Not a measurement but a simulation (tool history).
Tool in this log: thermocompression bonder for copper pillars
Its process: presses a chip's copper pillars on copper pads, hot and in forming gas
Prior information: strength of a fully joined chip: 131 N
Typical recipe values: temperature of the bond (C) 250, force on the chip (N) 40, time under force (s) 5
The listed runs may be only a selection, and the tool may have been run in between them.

| run | hour | temperature of the bond (C) | force on the chip (N) | time under force (s) | force that shears a chip off (N) |
|---|---|---|---|---|---|
| 1 | 0 | 250 | 40 | 5 | 85.8 |
| 2 | 7.9 | 250 | 40 | 5 | 85.5 |
| 3 | 12.7 | 250 | 40 | 5 | 86.5 |
|  | 17.1 | forming gas filter changed |
| 4 | 22.7 | 250 | 40 | 5 | 88.7 |
| 5 | 27.2 | 279 | 40 | 5 | 111.7 |
| 6 | 32.4 | 279 | 40 | 5 | 114.2 |
| 7 | 37.1 | 279 | 40 | 5 | 113 |
| 8 | 41.6 | 279 | 40 | 5 | 112.2 |
| 9 | 46.8 | 279 | 40 | 5 | 113.2 |
| 10 | 51.3 | 250 | 40 | 5 | 87.6 |
| 11 | 56.1 | 246 | 40 | 5 | 85.5 |
| 12 | 60.8 | 250 | 32 | 5 | 75.2 |
| 13 | 70.5 | 269 | 31 | 8 | 101.2 |
|  | 73.3 | heater calibrated with a thermocouple chip |
| 14 | 78 | 241 | 34 | 8 | 82.1 |
| 15 | 87.2 | 238 | 53 | 8 | 104.6 |
| 16 | 93.7 | 268 | 53 | 6 | 120.3 |
| 17 | 101 | 220 | 53 | 3 | 63.7 |
|  | 105.9 | heater calibrated with a thermocouple chip, once more |
| 18 | 113 | 220 | 53 | 3 | 62.4 |
| 19 | 121.5 | 256 | 52 | 7 | 116.3 |
| 20 | 127.3 | 256 | 52 | 7 | 113.4 |
| 21 | 132.6 | 279 | 51 | 5 | 121.1 |
| 22 | 141.6 | 279 | 51 | 5 | 119.6 |
| 23 | 150.7 | 230 | 40 | 6 | 71.9 |
| 24 | 156.9 | 254 | 33 | 3 | 68.3 |

Some steps in force that shears a chip off (N), run to run, broken into two amounts with sign: the step expected even without the hidden condition (settings, incoming material, random variation), and the rest, left for the hidden condition together with whatever gauge scatter is not in both the measured and the hidden-condition-free result:
What the log doesn't record here: true temperature of the bond over the reading, C; force that reaches the chip, % of what is set; oxide that the forming gas leaves, % of the face; drift of the gauge itself on shear_n, %.
Run 3 -> 4: forming gas filter changed. force that shears a chip off (N) +2.2: hidden state +2.3, all else -0.1.
Run 16 -> 17: temperature of the bond (C) 268 -> 220, time under force (s) 6 -> 3. force that shears a chip off (N) -56.6: hidden state +2, all else -58.6.
Run 18 -> 19: temperature of the bond (C) 220 -> 256, force on the chip (N) 53 -> 52, time under force (s) 3 -> 7. force that shears a chip off (N) +53.9: hidden state -1.5, all else +55.4.
Run 22 -> 23: temperature of the bond (C) 279 -> 230, force on the chip (N) 51 -> 40, time under force (s) 5 -> 6. force that shears a chip off (N) -47.7: hidden state +2.3, all else -50.

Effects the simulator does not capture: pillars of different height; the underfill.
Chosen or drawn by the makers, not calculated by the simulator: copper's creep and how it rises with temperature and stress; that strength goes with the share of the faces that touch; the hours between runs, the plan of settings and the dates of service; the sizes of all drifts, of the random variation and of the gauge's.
